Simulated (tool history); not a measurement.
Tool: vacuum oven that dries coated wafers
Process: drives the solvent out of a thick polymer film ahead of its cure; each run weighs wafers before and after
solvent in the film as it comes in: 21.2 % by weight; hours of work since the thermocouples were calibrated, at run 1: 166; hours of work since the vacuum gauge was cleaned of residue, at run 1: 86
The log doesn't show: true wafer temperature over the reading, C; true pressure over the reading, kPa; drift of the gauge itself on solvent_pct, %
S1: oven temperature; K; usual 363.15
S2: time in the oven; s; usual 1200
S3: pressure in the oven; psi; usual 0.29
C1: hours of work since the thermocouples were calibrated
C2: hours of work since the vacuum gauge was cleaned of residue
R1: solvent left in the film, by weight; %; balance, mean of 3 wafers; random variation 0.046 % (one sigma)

run 1 day=0 | S1=363.15 S2=1200 S3=0.29 | C1=166 C2=86 | R1=1.58
run 2 day=1.204 | S1=363.15 S2=1200 S3=0.29 | C1=180 C2=100 | R1=1.64
run 3 day=2.508 | S1=363.15 S2=1200 S3=0.29 | C1=195 C2=116 | R1=1.62
run 4 day=3.208 | S1=363.15 S2=1200 S3=0.29 | C1=203 C2=124 | R1=1.59
run 5 day=3.896 | S1=363.15 S2=1200 S3=0.29 | C1=211 C2=132 | R1=1.62
run 6 day=4.862 | S1=363.15 S2=1200 S3=0.29 | C1=222 C2=143 | R1=1.71
run 7 day=5.996 | S1=363.15 S2=1200 S3=0.29 | C1=235 C2=156 | R1=1.71
run 8 day=6.983 | S1=363.15 S2=1200 S3=0.29 | C1=247 C2=167 | R1=1.64
run 9 day=7.654 | S1=363.15 S2=1200 S3=0.29 | C1=255 C2=175 | R1=1.7
run 10 day=9 | S1=363.15 S2=1200 S3=0.29 | C1=270 C2=191 | R1=1.71
run 11 day=9.883 | S1=363.15 S2=1200 S3=0.238 | C1=281 C2=201 | R1=1.59
run 12 day=10.779 | S1=363.15 S2=1080 S3=0.622 | C1=291 C2=211 | R1=2.61
run 13 day=11.954 | S1=361.15 S2=2040 S3=0.351 | C1=305 C2=225 | R1=1
run 14 day=13.054 | S1=353.15 S2=2040 S3=0.351 | C1=317 C2=238 | R1=2.39
run 15 day=14.292 | S1=352.15 S2=1020 S3=0.31 | C1=332 C2=252 | R1=6.13
run 16 day=15.467 | S1=375.15 S2=720 S3=0.29 | C1=345 C2=266 | R1=1.03
run 17 day=16.583 | S1=375.15 S2=720 S3=0.29 | C1=358 C2=279 | R1=1.02
run 18 day=17.325 | S1=375.15 S2=720 S3=0.547 | C1=367 C2=287 | R1=1.28
run 19 day=18.446 | S1=366.15 S2=1440 S3=1.007 | C1=380 C2=300 | R1=1.91
run 20 day=19.392 | S1=371.15 S2=660 S3=0.529 | C1=391 C2=311 | R1=2.29
run 21 day=20.083 | S1=371.15 S2=660 S3=0.529 | C1=399 C2=319 | R1=2.34

Forecast each of these 5 alternatives for the next run:
run A day=21.2 | S1=358.15 S2=660 S3=0.935 | C1=412 C2=332 | R1=?
run B day=21.2 | S1=377.15 S2=960 S3=0.29 | C1=412 C2=332 | R1=?
run C day=21.2 | S1=363.15 S2=1920 S3=1.009 | C1=412 C2=332 | R1=?
run D day=21.2 | S1=363.15 S2=1140 S3=0.461 | C1=412 C2=332 | R1=?
run E day=21.2 | S1=353.15 S2=1440 S3=0.386 | C1=412 C2=332 | R1=?

run=A R1=7.32
run=B R1=0.51
run=C R1=2.08
run=D R1=2.23
run=E R1=4.13
Without the tool's hidden state the same runs would have given:
run=A R1=6.98
run=B R1=0.45
run=C R1=1.95
run=D R1=2.02
run=E R1=3.81

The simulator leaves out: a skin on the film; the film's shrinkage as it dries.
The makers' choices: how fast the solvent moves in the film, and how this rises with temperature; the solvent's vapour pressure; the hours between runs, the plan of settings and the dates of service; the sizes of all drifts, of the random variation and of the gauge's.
